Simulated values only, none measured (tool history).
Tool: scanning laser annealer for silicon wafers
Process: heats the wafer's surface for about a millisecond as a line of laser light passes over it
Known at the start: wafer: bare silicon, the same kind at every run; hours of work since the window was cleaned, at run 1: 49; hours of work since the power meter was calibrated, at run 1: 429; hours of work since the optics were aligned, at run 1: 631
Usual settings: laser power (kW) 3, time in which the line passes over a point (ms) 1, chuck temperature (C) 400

run   hour  laser power (kW)  time in which the line passes over a point (ms)  chuck temperature (C)  hours of work since the window was cleaned  hours of work since the power meter was calibrated  hours of work since the optics were aligned  highest temperature of the surface (C)
  1      0                 3                                                1                    400                                          49                                                 429                                          631                                    1107
  2   54.9                 3                                                1                    400                                          81                                                 460                                          663                                    1106
  3    117                 3                                                1                    400                                         117                                                 497                                          699                                    1109
  4  184.4                 3                                              1.1                    400                                         156                                                 536                                          738                                    1140
  5    250                 3                                              1.1                    400                                         194                                                 574                                          777                                    1136
  6  312.9                 3                                              1.1                    400                                         231                                                 610                                          813                                    1134
  7  380.2                 3                                              1.1                    400                                         270                                                 650                                          852                                    1135
  8  420.3                 3                                                1                    437                                         293                                                 673                                          875                                    1136
  9  455.8                 3                                              0.7                    400                                         314                                                 694                                          896                                     991
 10  507.5             3.261                                                1                    413                                         344                                                 724                                          926                                    1177
 11    537                 3                                             1.23                    371                                         361                                                 741                                          943                                    1145
 12  575.2                 3                                             1.23                    371                                         383                                                 763                                          966                                    1142
     605.6  -- window over the wafer cleaned
 13  614.4                 3                                                1                    389                                           5                                                 784                                          987                                    1094
 14  682.3             2.766                                             0.82                    391                                          45                                                 824                                         1027                                     980
 15  743.9             3.206                                             0.91                    400                                          80                                                 860                                         1062                                    1120
 16  791.7             3.028                                             1.12                    400                                         108                                                 888                                         1090                                    1150
 17  850.1             2.955                                             1.05                    370                                         142                                                 922                                         1124                                    1080

Forecast each of these 5 alternatives for the next run:
  A  892.6             2.955                                             1.02                    370                                         167                                                 946                                         1149                                       ?
  B  892.6                 3                                             0.76                    400                                         167                                                 946                                         1149                                       ?
  C  892.6             2.924                                             0.85                    394                                         167                                                 946                                         1149                                       ?
  D  892.6             2.948                                                1                    400                                         167                                                 946                                         1149                                       ?
  E  892.6             2.964                                             1.08                    370                                         167                                                 946                                         1149                                       ?

run  highest temperature of the surface (C)
  A                                    1069
  B                                    1015
  C                                    1026
  D                                    1088
  E                                    1089
Without the tool's hidden state the same runs would have given:
run  highest temperature of the surface (C)
  A                                    1080
  B                                    1026
  C                                    1036
  D                                    1099
  E                                    1101
